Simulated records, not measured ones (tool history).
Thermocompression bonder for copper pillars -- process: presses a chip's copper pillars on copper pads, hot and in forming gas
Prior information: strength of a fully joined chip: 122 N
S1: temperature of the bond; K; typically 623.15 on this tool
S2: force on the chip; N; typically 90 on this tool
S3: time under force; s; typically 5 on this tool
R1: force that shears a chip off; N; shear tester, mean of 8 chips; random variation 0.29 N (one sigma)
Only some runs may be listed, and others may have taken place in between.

{"run": 1, "hour": 0.0, "S1": 623.15, "S2": 90, "S3": 5, "R1": 56.3}
{"run": 2, "hour": 42.3, "S1": 623.15, "S2": 90, "S3": 5, "R1": 56.6}
{"hour": 80.1, "done": "heater calibrated with a thermocouple chip"}
{"hour": 80.6, "done": "forming gas filter changed"}
{"run": 3, "hour": 86.2, "S1": 623.15, "S2": 90, "S3": 5, "R1": 56.5}
{"run": 4, "hour": 117.0, "S1": 623.15, "S2": 90, "S3": 5, "R1": 56.2}
{"run": 5, "hour": 147.6, "S1": 623.15, "S2": 90, "S3": 5, "R1": 55.7}
{"run": 6, "hour": 184.0, "S1": 623.15, "S2": 90, "S3": 5, "R1": 57}
{"run": 7, "hour": 224.0, "S1": 623.15, "S2": 90, "S3": 6, "R1": 60.2}
{"run": 8, "hour": 262.8, "S1": 623.15, "S2": 90, "S3": 5, "R1": 56.3}
{"run": 9, "hour": 286.5, "S1": 623.15, "S2": 90, "S3": 5, "R1": 56.3}
{"run": 10, "hour": 307.6, "S1": 623.15, "S2": 90, "S3": 5, "R1": 56.5}
{"run": 11, "hour": 341.2, "S1": 635.15, "S2": 90, "S3": 5, "R1": 64.3}
{"hour": 369.0, "done": "forming gas filter changed"}
{"run": 12, "hour": 381.8, "S1": 623.15, "S2": 69, "S3": 5, "R1": 47.7}
{"run": 13, "hour": 411.1, "S1": 623.15, "S2": 69, "S3": 11, "R1": 63.1}
{"run": 14, "hour": 441.7, "S1": 639.15, "S2": 69, "S3": 11, "R1": 74.7}
{"run": 15, "hour": 469.9, "S1": 623.15, "S2": 119, "S3": 5, "R1": 67.6}
{"run": 16, "hour": 490.4, "S1": 623.15, "S2": 119, "S3": 5, "R1": 67.3}
{"run": 17, "hour": 531.8, "S1": 623.15, "S2": 119, "S3": 5, "R1": 68}
{"run": 18, "hour": 559.4, "S1": 623.15, "S2": 90, "S3": 13, "R1": 77.6}
{"run": 19, "hour": 606.0, "S1": 623.15, "S2": 90, "S3": 13, "R1": 78.7}
{"run": 20, "hour": 635.8, "S1": 623.15, "S2": 90, "S3": 13, "R1": 78.2}
{"hour": 656.6, "done": "forming gas filter changed"}
{"run": 21, "hour": 683.7, "S1": 624.15, "S2": 90, "S3": 6, "R1": 61.4}
{"run": 22, "hour": 718.4, "S1": 624.15, "S2": 90, "S3": 6, "R1": 62.1}
{"run": 23, "hour": 749.5, "S1": 624.15, "S2": 90, "S3": 6, "R1": 61.4}
{"run": 24, "hour": 773.4, "S1": 624.15, "S2": 90, "S3": 6, "R1": 62.3}
{"run": 25, "hour": 796.1, "S1": 613.15, "S2": 59, "S3": 5, "R1": 37.3}
{"run": 26, "hour": 831.3, "S1": 612.15, "S2": 72, "S3": 11, "R1": 58.1}
{"run": 27, "hour": 874.7, "S1": 611.15, "S2": 113, "S3": 6, "R1": 62}
{"hour": 887.5, "done": "gauge calibrated"}
{"run": 28, "hour": 915.5, "S1": 611.15, "S2": 111, "S3": 6, "R1": 59.2}
{"hour": 944.4, "done": "forming gas filter changed"}
{"run": 29, "hour": 956.1, "S1": 611.15, "S2": 111, "S3": 6, "R1": 59.3}
{"run": 30, "hour": 986.9, "S1": 639.15, "S2": 118, "S3": 5, "R1": 78}
{"run": 31, "hour": 1014.9, "S1": 639.15, "S2": 103, "S3": 5, "R1": 72.5}
{"run": 32, "hour": 1062.0, "S1": 617.15, "S2": 85, "S3": 10, "R1": 65.3}
{"run": 33, "hour": 1094.7, "S1": 616.15, "S2": 90, "S3": 5, "R1": 51.8}
{"run": 34, "hour": 1128.6, "S1": 616.15, "S2": 90, "S3": 5, "R1": 52.2}
{"run": 35, "hour": 1162.4, "S1": 614.15, "S2": 103, "S3": 5, "R1": 56}
{"run": 36, "hour": 1209.9, "S1": 620.15, "S2": 89, "S3": 11, "R1": 71.2}
{"hour": 1231.3, "done": "forming gas filter changed"}
{"run": 37, "hour": 1257.6, "S1": 620.15, "S2": 89, "S3": 11, "R1": 71.5}
{"run": 38, "hour": 1280.0, "S1": 620.15, "S2": 89, "S3": 11, "R1": 71.2}
{"run": 39, "hour": 1320.7, "S1": 620.15, "S2": 101, "S3": 11, "R1": 77.1}
{"hour": 1329.8, "done": "heater calibrated with a thermocouple chip"}
{"hour": 1340.1, "done": "gauge calibrated"}
{"run": 40, "hour": 1356.6, "S1": 620.15, "S2": 101, "S3": 11, "R1": 75.7}

Consider 3 possible next runs. They are alternatives, not a sequence: every one starts from the tool as it was left by run 40. What does each give?
{"run": "A", "hour": 1388.9, "S1": 649.15, "S2": 116, "S3": 8, "R1": "?"}
{"run": "B", "hour": 1388.9, "S1": 613.15, "S2": 75, "S3": 11, "R1": "?"}
{"run": "C", "hour": 1388.9, "S1": 623.15, "S2": 57, "S3": 3, "R1": "?"}

run=A R1=93.5
run=B R1=58.4
run=C R1=33
Without the tool's unlogged condition, the same runs would have read:
run=A R1=93.6
run=B R1=58.5
run=C R1=33
